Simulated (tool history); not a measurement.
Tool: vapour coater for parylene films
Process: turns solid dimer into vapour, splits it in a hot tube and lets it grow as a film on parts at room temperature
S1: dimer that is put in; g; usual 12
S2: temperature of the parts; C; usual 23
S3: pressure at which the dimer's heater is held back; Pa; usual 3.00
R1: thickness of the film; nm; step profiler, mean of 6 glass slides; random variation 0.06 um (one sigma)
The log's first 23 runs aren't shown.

{"run": 24, "day": 13.033, "S1": 8, "S2": 32, "S3": 6.63, "R1": 2610}
{"run": 25, "day": 13.838, "S1": 8, "S2": 32, "S3": 6.63, "R1": 2710}
{"run": 26, "day": 14.2, "S1": 8, "S2": 32, "S3": 6.63, "R1": 2640}
{"run": 27, "day": 14.638, "S1": 13, "S2": 17, "S3": 7.82, "R1": 7920}
{"run": 28, "day": 15.138, "S1": 10, "S2": 29, "S3": 2.02, "R1": 4900}
{"run": 29, "day": 15.633, "S1": 11, "S2": 23, "S3": 3.0, "R1": 6250}
{"run": 30, "day": 16.358, "S1": 10, "S2": 19, "S3": 3.0, "R1": 6790}
{"run": 31, "day": 16.854, "S1": 7, "S2": 23, "S3": 2.31, "R1": 4250}
{"run": 32, "day": 17.325, "S1": 7, "S2": 22, "S3": 5.67, "R1": 3710}
{"run": 33, "day": 17.846, "S1": 14, "S2": 22, "S3": 5.67, "R1": 7320}
{"run": 34, "day": 18.471, "S1": 12, "S2": 17, "S3": 5.73, "R1": 7770}
{"run": 35, "day": 19.054, "S1": 9, "S2": 20, "S3": 3.82, "R1": 5540}
{"run": 36, "day": 19.512, "S1": 9, "S2": 20, "S3": 3.82, "R1": 5570}
{"run": 37, "day": 19.925, "S1": 10, "S2": 25, "S3": 3.14, "R1": 5180}
{"run": 38, "day": 20.617, "S1": 11, "S2": 32, "S3": 6.2, "R1": 3600}
{"run": 39, "day": 21.033, "S1": 10, "S2": 20, "S3": 4.27, "R1": 5970}

Forecast each of these 5 alternatives for the next run:
{"run": "A", "day": 21.454, "S1": 8, "S2": 22, "S3": 4.88, "R1": "?"}
{"run": "B", "day": 21.454, "S1": 10, "S2": 31, "S3": 4.27, "R1": "?"}
{"run": "C", "day": 21.454, "S1": 12, "S2": 26, "S3": 3.4, "R1": "?"}
{"run": "D", "day": 21.454, "S1": 9, "S2": 26, "S3": 4.43, "R1": "?"}
{"run": "E", "day": 21.454, "S1": 9, "S2": 23, "S3": 2.28, "R1": "?"}

run=A R1=4260
run=B R1=3750
run=C R1=5780
run=D R1=4160
run=E R1=5450
Without the tool's hidden state the same runs would have given:
run=A R1=4410
run=B R1=3890
run=C R1=5990
run=D R1=4320
run=E R1=5650

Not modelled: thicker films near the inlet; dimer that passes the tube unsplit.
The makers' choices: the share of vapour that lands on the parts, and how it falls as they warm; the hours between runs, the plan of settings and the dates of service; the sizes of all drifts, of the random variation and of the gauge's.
